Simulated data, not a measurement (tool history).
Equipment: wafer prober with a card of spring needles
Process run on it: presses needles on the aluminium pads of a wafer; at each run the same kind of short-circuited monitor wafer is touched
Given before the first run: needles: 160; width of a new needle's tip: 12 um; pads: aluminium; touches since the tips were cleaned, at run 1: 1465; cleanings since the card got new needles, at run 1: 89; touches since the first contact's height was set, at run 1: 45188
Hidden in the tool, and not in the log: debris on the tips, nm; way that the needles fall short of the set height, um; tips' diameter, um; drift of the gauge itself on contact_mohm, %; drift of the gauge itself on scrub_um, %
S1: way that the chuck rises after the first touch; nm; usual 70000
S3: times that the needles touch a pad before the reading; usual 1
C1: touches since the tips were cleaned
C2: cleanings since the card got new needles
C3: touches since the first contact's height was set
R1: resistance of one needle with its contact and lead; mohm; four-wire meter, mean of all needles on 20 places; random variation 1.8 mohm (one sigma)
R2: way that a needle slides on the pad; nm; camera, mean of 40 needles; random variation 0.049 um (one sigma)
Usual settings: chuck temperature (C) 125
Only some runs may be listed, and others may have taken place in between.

run 1 hour=0 | S1=70000 chuck_temperature_(C)=125 S3=1 | C1=1465 C2=89 C3=45188 | R1=188 R2=9830
-- hour=1.5 tips cleaned on abrasive film
-- hour=5.3 tips cleaned on abrasive film
-- hour=8.6 tips cleaned on abrasive film
run 2 hour=10.5 | S1=70000 chuck_temperature_(C)=125 S3=1 | C1=1082 C2=92 C3=51184 | R1=187 R2=9830
-- hour=12.1 tips cleaned on abrasive film
-- hour=16.1 tips cleaned on abrasive film
run 3 hour=16.3 | S1=55000 chuck_temperature_(C)=125 S3=1 | C1=86 C2=94 C3=54486 | R1=190 R2=7750
-- hour=19.8 tips cleaned on abrasive film
-- hour=23.1 tips cleaned on abrasive film
-- hour=26.5 tips cleaned on abrasive film
run 4 hour=27.7 | S1=55000 chuck_temperature_(C)=125 S3=1 | C1=677 C2=97 C3=61015 | R1=189 R2=7700
-- hour=30 tips cleaned on abrasive film
-- hour=33.9 tips cleaned on abrasive film
-- hour=37.4 tips cleaned on abrasive film
run 5 hour=39.5 | S1=55000 chuck_temperature_(C)=125 S3=1 | C1=1208 C2=100 C3=67810 | R1=191 R2=7730
-- hour=41.2 tips cleaned on abrasive film
-- hour=45 tips cleaned on abrasive film
run 6 hour=46.5 | S1=70000 chuck_temperature_(C)=125 S3=1 | C1=897 C2=102 C3=71817 | R1=189 R2=9810
-- hour=48.9 tips cleaned on abrasive film
-- hour=52.5 tips cleaned on abrasive film
-- hour=56 tips cleaned on abrasive film
run 7 hour=57.2 | S1=70000 chuck_temperature_(C)=125 S3=1 | C1=690 C2=105 C3=77952 | R1=186 R2=9840
-- hour=59.5 tips cleaned on abrasive film
-- hour=63 tips cleaned on abrasive film
-- hour=66.5 tips cleaned on abrasive film
run 8 hour=67.7 | S1=62000 chuck_temperature_(C)=125 S3=1 | C1=657 C2=108 C3=83943 | R1=191 R2=8730
-- hour=70 tips cleaned on abrasive film
-- hour=73.4 tips cleaned on abrasive film
-- hour=77.2 tips cleaned on abrasive film
run 9 hour=79.2 | S1=70000 chuck_temperature_(C)=62 S3=1 | C1=1169 C2=111 C3=90583 | R1=175 R2=9870
-- hour=80.7 tips cleaned on abrasive film
-- hour=84.2 tips cleaned on abrasive film
-- hour=87.9 tips cleaned on abrasive film
run 10 hour=90.2 | S1=70000 chuck_temperature_(C)=62 S3=1 | C1=1338 C2=114 C3=96888 | R1=176 R2=9730
-- hour=91.9 tips cleaned on abrasive film
-- hour=95.4 tips cleaned on abrasive film
run 11 hour=98.1 | S1=70000 chuck_temperature_(C)=43 S3=1 | C1=1595 C2=116 C3=101396 | R1=172 R2=9760
-- hour=98.9 tips cleaned on abrasive film
-- hour=102.5 tips cleaned on abrasive film
run 12 hour=103.3 | S1=70000 chuck_temperature_(C)=43 S3=1 | C1=525 C2=118 C3=104392 | R1=176 R2=9850
-- hour=106.1 tips cleaned on abrasive film
-- hour=110.2 tips cleaned on abrasive film
-- hour=114 tips cleaned on abrasive film
run 13 hour=115 | S1=70000 chuck_temperature_(C)=125 S3=1 | C1=606 C2=121 C3=111113 | R1=185 R2=9770
-- hour=117.5 tips cleaned on abrasive film
-- hour=121.4 tips cleaned on abrasive film
run 14 hour=124.4 | S1=70000 chuck_temperature_(C)=125 S3=2 | C1=1783 C2=123 C3=116502 | R1=189 R2=9920
-- hour=125 tips cleaned on abrasive film
-- hour=129 tips cleaned on abrasive film
-- hour=132.6 tips cleaned on abrasive film
run 15 hour=132.6 | S1=53000 chuck_temperature_(C)=125 S3=2 | C1=0 C2=126 C3=121182 | R1=189 R2=7460
-- hour=136.4 tips cleaned on abrasive film
-- hour=140.4 tips cleaned on abrasive film
run 16 hour=141.2 | S1=53000 chuck_temperature_(C)=125 S3=2 | C1=486 C2=128 C3=126103 | R1=189 R2=7420
-- hour=144.1 tips cleaned on abrasive film
-- hour=148.2 tips cleaned on abrasive film
-- hour=151.9 tips cleaned on abrasive film
run 17 hour=153.1 | S1=53000 chuck_temperature_(C)=125 S3=2 | C1=736 C2=131 C3=132970 | R1=188 R2=7420
-- hour=155.2 tips cleaned on abrasive film
-- hour=158.8 tips cleaned on abrasive film
run 18 hour=160.7 | S1=53000 chuck_temperature_(C)=125 S3=2 | C1=1110 C2=133 C3=137304 | R1=192 R2=7400
-- hour=162.1 tips cleaned on abrasive film
-- hour=165.8 tips cleaned on abrasive film
run 19 hour=167.8 | S1=53000 chuck_temperature_(C)=125 S3=2 | C1=1165 C2=135 C3=141357 | R1=188 R2=7400
-- hour=169.2 tips cleaned on abrasive film
-- hour=173.1 tips cleaned on abrasive film
-- hour=174.8 height of the first contact set anew
run 20 hour=175.9 | S1=53000 chuck_temperature_(C)=28 S3=2 | C1=1446 C2=137 C3=603 | R1=173 R2=7420
-- hour=177.3 tips cleaned on abrasive film
-- hour=181 tips cleaned on abrasive film
-- hour=185 tips cleaned on abrasive film
run 21 hour=185.8 | S1=70000 chuck_temperature_(C)=125 S3=2 | C1=419 C2=140 C3=6252 | R1=187 R2=9870
-- hour=189 tips cleaned on abrasive film
run 22 hour=191.5 | S1=70000 chuck_temperature_(C)=125 S3=2 | C1=1476 C2=141 C3=9608 | R1=189 R2=9780
-- hour=193 tips cleaned on abrasive film
-- hour=196.5 tips cleaned on abrasive film
-- hour=200.4 tips cleaned on abrasive film
run 23 hour=201.9 | S1=70000 chuck_temperature_(C)=125 S3=2 | C1=891 C2=144 C3=15530 | R1=189 R2=9900
-- hour=204.2 tips cleaned on abrasive film
-- hour=207.6 tips cleaned on abrasive film
-- hour=211 tips cleaned on abrasive film
run 24 hour=211.7 | S1=53000 chuck_temperature_(C)=26 S3=2 | C1=449 C2=147 C3=21160 | R1=169 R2=7470
-- hour=214.6 tips cleaned on abrasive film
-- hour=218.5 tips cleaned on abrasive film
run 25 hour=219 | S1=53000 chuck_temperature_(C)=26 S3=2 | C1=302 C2=149 C3=25307 | R1=173 R2=7490
-- hour=222.2 tips cleaned on abrasive film
-- hour=226.1 tips cleaned on abrasive film
run 26 hour=227.3 | S1=53000 chuck_temperature_(C)=116 S3=2 | C1=715 C2=151 C3=30098 | R1=185 R2=7420
-- hour=229.5 tips cleaned on abrasive film
-- hour=233.1 tips cleaned on abrasive film
-- hour=236.8 tips cleaned on abrasive film
run 27 hour=236.8 | S1=86000 chuck_temperature_(C)=58 S3=1 | C1=0 C2=154 C3=35491 | R1=175 R2=12040
-- hour=240.9 tips cleaned on abrasive film
run 28 hour=242.6 | S1=64000 chuck_temperature_(C)=73 S3=1 | C1=1057 C2=155 C3=38899 | R1=179 R2=9080

Consider 4 possible next runs. They are alternatives, not a sequence: every one starts from the tool as it was left by run 28. What does each give?
-- hour=244.2 tips cleaned on abrasive film
-- hour=247.7 tips cleaned on abrasive film
run A hour=247.9 | S1=70000 chuck_temperature_(C)=28 S3=2 | C1=111 C2=157 C3=41877 | R1=? R2=?
-- hour=244.2 tips cleaned on abrasive film
-- hour=247.7 tips cleaned on abrasive film
run B hour=247.9 | S1=82000 chuck_temperature_(C)=113 S3=1 | C1=111 C2=157 C3=41877 | R1=? R2=?
-- hour=244.2 tips cleaned on abrasive film
-- hour=247.7 tips cleaned on abrasive film
run C hour=247.9 | S1=59000 chuck_temperature_(C)=73 S3=1 | C1=111 C2=157 C3=41877 | R1=? R2=?
-- hour=244.2 tips cleaned on abrasive film
-- hour=247.7 tips cleaned on abrasive film
run D hour=247.9 | S1=66000 chuck_temperature_(C)=31 S3=2 | C1=111 C2=157 C3=41877 | R1=? R2=?

run=A R1=172 R2=9860
run=B R1=185 R2=11590
run=C R1=177 R2=8310
run=D R1=168 R2=9370
The same runs, with their run-to-run variation unchanged, on a tool lacking any hidden condition would have given:
run=A R1=172 R2=9860
run=B R1=185 R2=11600
run=C R1=176 R2=8320
run=D R1=168 R2=9380
